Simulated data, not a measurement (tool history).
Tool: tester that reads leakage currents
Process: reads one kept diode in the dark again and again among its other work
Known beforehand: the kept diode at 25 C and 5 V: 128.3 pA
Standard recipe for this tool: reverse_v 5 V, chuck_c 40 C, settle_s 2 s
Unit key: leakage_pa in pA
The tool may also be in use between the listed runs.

Run 1, hour 0: usual settings. Result: leakage_pa 472.96 pA.
Run 2, hour 41.7: usual settings but reverse_v 1.32 V. Result: leakage_pa 303.56 pA.
Run 3, hour 61: usual settings but reverse_v 1.32 V. Result: leakage_pa 305.92 pA.
Run 4, hour 87.3: usual settings but reverse_v 1.32 V. Result: leakage_pa 305.27 pA.
Run 5, hour 108.2: usual settings but reverse_v 1.32 V. Result: leakage_pa 304.4 pA.
Run 6, hour 139.5: usual settings but reverse_v 1.32 V. Result: leakage_pa 303.86 pA.
Run 7, hour 176.8: usual settings but reverse_v 1.32 V. Result: leakage_pa 301.46 pA.
Run 8, hour 199.5: usual settings but reverse_v 1.32 V. Result: leakage_pa 301.1 pA.
Run 9, hour 234.1: usual settings but reverse_v 4.18 V. Result: leakage_pa 439.93 pA.
Run 10, hour 252.8: usual settings but reverse_v 4.18 V. Result: leakage_pa 438.85 pA.
Run 11, hour 284.9: usual settings but reverse_v 4.18 V. Result: leakage_pa 437.63 pA.
Run 12, hour 310.1: usual settings but reverse_v 4.18 V. Result: leakage_pa 438.18 pA.
Run 13, hour 346.1: usual settings but reverse_v 7.65 V. Result: leakage_pa 531.18 pA.
Run 14, hour 367.4: usual settings but reverse_v 7.65 V. Result: leakage_pa 531.17 pA.
Run 15, hour 401.6: usual settings but reverse_v 7.65 V. Result: leakage_pa 527.93 pA.
Run 16, hour 442.5: usual settings but reverse_v 7.65 V. Result: leakage_pa 530.68 pA.
Run 17, hour 482.8: usual settings. Result: leakage_pa 458.45 pA.
Run 18, hour 509.6: usual settings. Result: leakage_pa 458.22 pA.
Run 19, hour 537.4: usual settings. Result: leakage_pa 457.4 pA.
Run 20, hour 578.6: usual settings but reverse_v 2.16 V. Result: leakage_pa 346.45 pA.
Run 21, hour 612.6: usual settings but reverse_v 2.16 V. Result: leakage_pa 347.14 pA.
Run 22, hour 630.4: usual settings but reverse_v 2.16 V. Result: leakage_pa 344.58 pA.
Run 23, hour 659.6: usual settings but reverse_v 3.11 V. Result: leakage_pa 389.94 pA.
Run 24, hour 701.7: usual settings but reverse_v 3.11 V. Result: leakage_pa 389.93 pA.
Run 25, hour 723.7: usual settings but reverse_v 3.11 V. Result: leakage_pa 386.63 pA.
Run 26, hour 756: usual settings but reverse_v 3.11 V. Result: leakage_pa 386.09 pA.
Run 27, hour 798.7: usual settings but chuck_c 30 C, settle_s 7.45 s. Result: leakage_pa 183.1 pA.
Run 28, hour 832.5: usual settings but reverse_v 7.68 V, chuck_c 32 C, settle_s 1.43 s. Result: leakage_pa 255.4 pA.
Run 29, hour 866.4: usual settings but reverse_v 9.13 V, chuck_c 27 C, settle_s 1.14 s. Result: leakage_pa 171.12 pA.
Run 30, hour 885.7: usual settings but reverse_v 1.26 V, chuck_c 27 C, settle_s 4.47 s. Result: leakage_pa 86.84 pA.
Run 31, hour 908.1: usual settings but reverse_v 1.5 V, chuck_c 58 C, settle_s 4.47 s. Result: leakage_pa 1345.71 pA.
Run 32, hour 951: usual settings but reverse_v 3 V, chuck_c 42 C, settle_s 0.85 s. Result: leakage_pa 452.6 pA.
Run 33, hour 987.3: usual settings but reverse_v 1.93 V, chuck_c 30 C, settle_s 0.35 s. Result: leakage_pa 134.22 pA.
Run 34, hour 1007.3: usual settings but chuck_c 45 C, settle_s 0.47 s. Result: leakage_pa 687.65 pA.
Run 35, hour 1036.4: usual settings but chuck_c 45 C, settle_s 0.47 s. Result: leakage_pa 688.48 pA.
At hour 1063.7: chuck's temperature calibrated.
Run 36, hour 1064: usual settings but chuck_c 45 C, settle_s 1.12 s. Result: leakage_pa 787.61 pA.
Run 37, hour 1084.8: usual settings but reverse_v 5.24 V, chuck_c 58 C. Result: leakage_pa 2269.21 pA.
Run 38, hour 1127: usual settings but reverse_v 5.24 V, chuck_c 58 C. Result: leakage_pa 2273.1 pA.
Run 39, hour 1157: usual settings but reverse_v 5.24 V, chuck_c 29 C, settle_s 2.03 s. Result: leakage_pa 193.49 pA.

Same runs, no hidden state in the tool, same run-to-run variation:
Hidden state present: stray current of the dirty probe card, pA a volt; current scale over the true one, %; true chuck temperature over the reading, C; drift of the gauge itself on leakage_pa, %.
run  leakage_pa
  1      509.54
  2       328.4
  3      331.31
  4       331.1
  5      330.54
  6      330.52
  7      328.61
  8       328.6
  9      480.14
 10      479.46
 11      479.01
 12      480.21
 13      582.23
 14      582.86
 15      580.46
 16      584.75
 17         507
 18      507.47
 19      507.31
 20      385.81
 21      387.26
 22      384.79
 23      435.87
 24      436.81
 25      433.65
 26      433.75
 27      206.28
 28      287.22
 29      191.61
 30       99.14
 31     1508.05
 32      513.24
 33       153.4
 34      779.77
 35      781.88
 36       781.2
 37     2257.51
 38     2266.22
 39      191.19
